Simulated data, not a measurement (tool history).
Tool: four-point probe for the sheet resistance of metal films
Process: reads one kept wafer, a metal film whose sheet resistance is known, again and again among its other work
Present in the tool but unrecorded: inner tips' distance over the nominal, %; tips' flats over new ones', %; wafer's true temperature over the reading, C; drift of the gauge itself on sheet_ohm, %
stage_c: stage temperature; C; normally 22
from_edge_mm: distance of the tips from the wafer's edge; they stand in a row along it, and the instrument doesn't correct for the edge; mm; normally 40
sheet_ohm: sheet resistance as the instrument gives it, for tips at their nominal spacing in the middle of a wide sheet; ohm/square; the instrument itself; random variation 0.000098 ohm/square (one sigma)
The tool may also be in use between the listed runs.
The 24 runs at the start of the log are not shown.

| run | day | stage_c | from_edge_mm | touches since the probe head was changed | hours of work since the stage's thermometer was calibrated | sheet_ohm |
|---|---|---|---|---|---|---|
| 25 | 29.529 | 31 | 31 | 69401 | 900 | 0.493127 |
| 26 | 30.633 | 21 | 3 | 70220 | 917 | 0.499093 |
| 27 | 32.304 | 28 | 5 | 71462 | 943 | 0.495334 |
| 28 | 33.625 | 26 | 12 | 72441 | 963 | 0.493120 |
| 29 | 34.438 | 35 | 18 | 73043 | 976 | 0.493991 |
| 30 | 35.525 | 29 | 11 | 73850 | 993 | 0.493672 |
| 31 | 36.375 | 29 | 66 | 74482 | 1006 | 0.493059 |
| 32 | 37.717 | 29 | 66 | 75476 | 1026 | 0.493218 |
| 33 | 38.588 | 29 | 40 | 76122 | 1040 | 0.493055 |
| 34 | 39.788 | 22 | 37 | 77015 | 1058 | 0.492376 |
| 35 | 40.633 | 32 | 3 | 77642 | 1071 | 0.500951 |
| 36 | 41.525 | 32 | 3 | 78305 | 1085 | 0.501096 |
| 37 | 42.408 | 32 | 3 | 78958 | 1099 | 0.501131 |
| 38 | 43.738 | 32 | 3 | 79944 | 1119 | 0.500995 |
| 39 | 45.288 | 23 | 12 | 81095 | 1143 | 0.493270 |
| 40 | 46.021 | 23 | 12 | 81638 | 1154 | 0.493113 |
| 41 | 47.108 | 28 | 10 | 82446 | 1171 | 0.493933 |

What if the next run were any one of these 4? Each begins from the tool's condition after run 41:
| A | 47.912 | 30 | 6 | 83043 | 1184 | ? |
| B | 47.912 | 18 | 40 | 83043 | 1184 | ? |
| C | 47.912 | 22 | 75 | 83043 | 1184 | ? |
| D | 47.912 | 25 | 32 | 83043 | 1184 | ? |

| run | sheet_ohm |
|---|---|
| A | 0.495492 |
| B | 0.492044 |
| C | 0.492531 |
| D | 0.492949 |
Without the tool's unlogged condition, the same runs would have read:
| run | sheet_ohm |
|---|---|
| A | 0.491223 |
| B | 0.487814 |
| C | 0.488293 |
| D | 0.488705 |
